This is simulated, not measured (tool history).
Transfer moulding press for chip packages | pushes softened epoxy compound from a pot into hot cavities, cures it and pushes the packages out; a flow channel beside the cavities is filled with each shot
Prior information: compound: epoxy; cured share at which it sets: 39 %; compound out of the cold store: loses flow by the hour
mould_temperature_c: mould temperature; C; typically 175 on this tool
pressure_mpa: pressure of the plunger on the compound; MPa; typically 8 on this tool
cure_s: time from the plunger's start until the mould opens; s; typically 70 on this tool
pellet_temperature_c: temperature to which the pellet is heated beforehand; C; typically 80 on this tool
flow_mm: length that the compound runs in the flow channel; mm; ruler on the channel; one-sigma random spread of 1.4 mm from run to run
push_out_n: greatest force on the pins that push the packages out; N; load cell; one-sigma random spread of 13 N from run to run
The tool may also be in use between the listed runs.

run   hour  mould_temperature_c  pressure_mpa  cure_s  pellet_temperature_c  incoming compound's hours out of the cold store  flow_mm  push_out_n
  1      0                  175             8      70                    80                                             47.7      554        1107
       3.5  -- cavities cleaned with cleaning compound and waxed
  2   10.3                  175             8      70                    80                                              9.1      613         819
  3   17.6                  175             8      70                    80                                             45.8      557         903
  4   32.9                  175             8      70                    80                                             25.1      584        1115
  5   44.1                  175             8      70                    80                                             22.2      589        1138
  6   53.3                  175             8      53                    80                                             35.5      568        2371
      55.7  -- cavities cleaned with cleaning compound and waxed
  7   68.9                  175             8      53                    80                                             24.6      583        1876
  8     81                  175             8      98                    80                                             43.9      552         722
  9   90.8                  175             8      98                    80                                             28.1      576         739
 10  105.4                  175             8      98                    80                                             40.3      556         817
     108.4  -- cavities cleaned with cleaning compound and waxed
 11  118.3                  175             8      98                    80                                              8.4      607         577
 12  132.3                  175             8      98                    80                                             34.6      562         677
 13  148.1                  175             8      98                    80                                             15.9      594         779
     161.6  -- cavities cleaned with cleaning compound and waxed
 14  162.5                  175             8      98                    80                                             18.5      587         435
 15  169.1                  175          6.58      98                    80                                             43.8      495         532
 16  177.2                  169          8.65      91                    80                                             37.3      592         747
 17    189                  169          8.65      91                    80                                               29      606         824
 18  205.2                  169          8.65      91                    80                                             42.3      587         935
     214.2  -- cavities cleaned with cleaning compound and waxed
 19  220.5                  169          8.65      91                    80                                             47.3      578         597
 20  229.5                  169          8.65      64                    77                                             35.7      595        1665
 21  240.4                  169          8.65      64                    77                                             41.4      587        1832
 22  253.4                  169          8.65      64                    77                                             22.5      613        2225
     266.8  -- cavities cleaned with cleaning compound and waxed
 23  267.4                  175          8.59      65                    80                                             22.7      597         772
     273.5  -- plunger's sealing rings changed
 24  285.8                  175             8      70                    86                                             18.2      606         882
 25  294.1                  173           9.4      75                    88                                             40.4      622         870
 26  303.4                  173           9.4      75                    88                                             26.8      645        1031
 27  312.5                  180             8      53                    71                                             12.5      603        1964
     322.2  -- cavities cleaned with cleaning compound and waxed
 28  326.6                  179          9.81      66                    74                                             23.9      650         639

Predict each of these 4 candidate next runs independently; none follows another, all start after run 28:
  A  333.3                  175          7.71      70                    80                                             35.8        ?           ?
  B  333.3                  171          6.31      66                    88                                             14.9        ?           ?
  C  333.3                  175             8      70                    73                                               36        ?           ?
  D  333.3                  175             8      69                    80                                             24.3        ?           ?

run  flow_mm  push_out_n
  A      567         790
  B      551        1232
  C      576         813
  D      592         837
With no hidden state in the tool, these same runs would have given:
run  flow_mm  push_out_n
  A      574         606
  B      558         956
  C      584         625
  D      599         646

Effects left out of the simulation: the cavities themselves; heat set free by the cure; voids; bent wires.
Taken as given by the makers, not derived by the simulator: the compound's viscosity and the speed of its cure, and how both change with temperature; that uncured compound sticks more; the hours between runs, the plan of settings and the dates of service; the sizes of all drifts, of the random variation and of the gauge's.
